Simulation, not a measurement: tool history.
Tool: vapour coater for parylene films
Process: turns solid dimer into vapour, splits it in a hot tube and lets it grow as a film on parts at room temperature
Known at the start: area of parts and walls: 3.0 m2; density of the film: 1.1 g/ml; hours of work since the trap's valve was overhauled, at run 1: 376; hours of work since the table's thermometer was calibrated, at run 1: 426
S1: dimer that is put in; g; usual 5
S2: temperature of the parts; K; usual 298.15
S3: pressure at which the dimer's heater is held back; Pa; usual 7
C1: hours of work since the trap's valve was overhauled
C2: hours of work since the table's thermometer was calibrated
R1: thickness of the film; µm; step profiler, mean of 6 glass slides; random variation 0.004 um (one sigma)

Run 1, hour 0: usual settings; C1 376; C2 426. Result: R1 0.871 µm.
Run 2, hour 10.4: usual settings but S1 2 g; C1 385; C2 435. Result: R1 0.352 µm.
Run 3, hour 22.3: usual settings but S1 2 g; C1 396; C2 446. Result: R1 0.342 µm.
Run 4, hour 32.9: usual settings but S3 11.39 Pa; C1 405; C2 455. Result: R1 0.826 µm.
Run 5, hour 40.6: usual settings but S3 11.39 Pa; C1 412; C2 462. Result: R1 0.824 µm.
At hour 50.2: trap's valve overhauled.
Run 6, hour 52.5: usual settings but S3 11.39 Pa; C1 2; C2 469. Result: R1 0.868 µm.
Run 7, hour 66.4: usual settings but S1 6 g; C1 14; C2 481. Result: R1 1.094 µm.
Run 8, hour 78.5: usual settings but S1 6 g; C1 25; C2 492. Result: R1 1.091 µm.
Run 9, hour 89.1: usual settings but S1 6 g; C1 34; C2 501. Result: R1 1.089 µm.
Run 10, hour 100.3: usual settings but S2 296.15 K; C1 44; C2 511. Result: R1 0.99 µm.
Run 11, hour 112.9: usual settings but S2 296.15 K; C1 55; C2 522. Result: R1 0.974 µm.
Run 12, hour 122: usual settings but S2 296.15 K; C1 63; C2 530. Result: R1 0.971 µm.
Run 13, hour 131.6: usual settings but S2 296.15 K; C1 72; C2 539. Result: R1 0.974 µm.
Run 14, hour 146.4: usual settings; C1 85; C2 552. Result: R1 0.91 µm.
Run 15, hour 160.1: usual settings; C1 97; C2 564. Result: R1 0.904 µm.
Run 16, hour 170.6: usual settings; C1 106; C2 573. Result: R1 0.9 µm.
Run 17, hour 180.3: usual settings but S3 2.87 Pa; C1 115; C2 582. Result: R1 0.987 µm.
Run 18, hour 190: usual settings but S3 2.87 Pa; C1 124; C2 590. Result: R1 0.985 µm.
Run 19, hour 201.5: usual settings but S3 2.87 Pa; C1 134; C2 601. Result: R1 0.979 µm.
Run 20, hour 213: usual settings but S3 2.87 Pa; C1 144; C2 611. Result: R1 0.979 µm.
Run 21, hour 226: usual settings; C1 155; C2 622. Result: R1 0.889 µm.
Run 22, hour 234.7: usual settings; C1 163; C2 630. Result: R1 0.892 µm.
Run 23, hour 242.8: usual settings but S3 8.78 Pa; C1 170; C2 637. Result: R1 0.866 µm.
Run 24, hour 251.4: usual settings but S3 8.78 Pa; C1 178; C2 645. Result: R1 0.866 µm.
Run 25, hour 259.8: usual settings but S3 6.61 Pa; C1 185; C2 652. Result: R1 0.889 µm.
Run 26, hour 273.2: usual settings but S1 6 g, S2 306.15 K, S3 4.15 Pa; C1 197; C2 664. Result: R1 0.821 µm.
Run 27, hour 283.2: usual settings but S1 6 g, S2 306.15 K, S3 4.15 Pa; C1 206; C2 673. Result: R1 0.819 µm.
Run 28, hour 296.7: usual settings but S1 7 g, S2 306.15 K, S3 6.47 Pa; C1 218; C2 685. Result: R1 0.911 µm.
Run 29, hour 305: usual settings but S1 4 g, S2 305.15 K, S3 4.17 Pa; C1 225; C2 692. Result: R1 0.562 µm.
Run 30, hour 317: usual settings but S1 4 g, S2 291.15 K, S3 6.37 Pa; C1 236; C2 703. Result: R1 0.941 µm.
Run 31, hour 326.2: usual settings but S1 4 g, S2 291.15 K, S3 6.37 Pa; C1 244; C2 711. Result: R1 0.941 µm.
Run 32, hour 332.5: usual settings but S1 4 g, S2 297.15 K, S3 5.49 Pa; C1 250; C2 716. Result: R1 0.756 µm.
Run 33, hour 345.5: usual settings but S1 4 g, S2 297.15 K, S3 5.49 Pa; C1 261; C2 728. Result: R1 0.743 µm.
Run 34, hour 355.7: usual settings but S1 4 g, S2 297.15 K, S3 5.49 Pa; C1 270; C2 737. Result: R1 0.743 µm.
Run 35, hour 369.3: usual settings but S1 4 g, S2 302.15 K, S3 2.36 Pa; C1 282; C2 749. Result: R1 0.671 µm.
Run 36, hour 384.5: usual settings but S1 2 g, S3 11.69 Pa; C1 295; C2 762. Result: R1 0.33 µm.
Run 37, hour 393.1: usual settings but S1 2 g, S3 11.69 Pa; C1 303; C2 770. Result: R1 0.321 µm.
Run 38, hour 402.1: usual settings but S1 2 g, S3 11.69 Pa; C1 311; C2 778. Result: R1 0.33 µm.
Run 39, hour 409.2: usual settings but S1 9 g, S3 5.94 Pa; C1 317; C2 784. Result: R1 1.598 µm.
Run 40, hour 419.2: usual settings but S3 10.07 Pa; C1 326; C2 793. Result: R1 0.832 µm.
Run 41, hour 430.8: usual settings but S3 10.07 Pa; C1 336; C2 803. Result: R1 0.837 µm.
Run 42, hour 443.1: usual settings but S1 6 g, S2 308.15 K, S3 4.77 Pa; C1 347; C2 814. Result: R1 0.728 µm.
Run 43, hour 450.9: usual settings but S1 6 g, S2 300.15 K, S3 9.88 Pa; C1 354; C2 821. Result: R1 0.916 µm.
Run 44, hour 460.8: usual settings but S1 2 g, S2 292.15 K, S3 2.14 Pa; C1 363; C2 830. Result: R1 0.495 µm.
Run 45, hour 469.8: usual settings but S1 4 g, S2 292.15 K, S3 5.97 Pa; C1 371; C2 838. Result: R1 0.887 µm.
Run 46, hour 482.8: usual settings but S1 3 g, S2 292.15 K, S3 7.7 Pa; C1 382; C2 849. Result: R1 0.647 µm.
Run 47, hour 490.6: usual settings but S1 3 g, S2 292.15 K, S3 7.7 Pa; C1 389; C2 856. Result: R1 0.65 µm.
Run 48, hour 504.1: usual settings but S1 3 g, S2 292.15 K, S3 7.7 Pa; C1 401; C2 868. Result: R1 0.65 µm.

Hidden state or all else? Some run-to-run changes of R1, split into what the settings, what came in and random variation would give without the hidden state, and what is left for the hidden state (with any gauge scatter that isn't in both results):
The hidden state here: vapour lost through the trap's worn valve, %; true temperature of the parts over the reading, C; drift of the gauge itself on film_um, %.
Run 1 -> 2: S1 5 -> 2. R1 -0.519 µm: hidden state +0.034, all else -0.553.
Run 5 -> 6: trap's valve overhauled. R1 +0.044 µm: hidden state +0.044, all else +0.
Run 38 -> 39: S1 2 -> 9, S3 11.69 -> 5.94. R1 +1.268 µm: hidden state -0.087, all else +1.355.
Run 39 -> 40: S1 9 -> 5, S3 5.94 -> 10.07. R1 -0.766 µm: hidden state +0.05, all else -0.816.
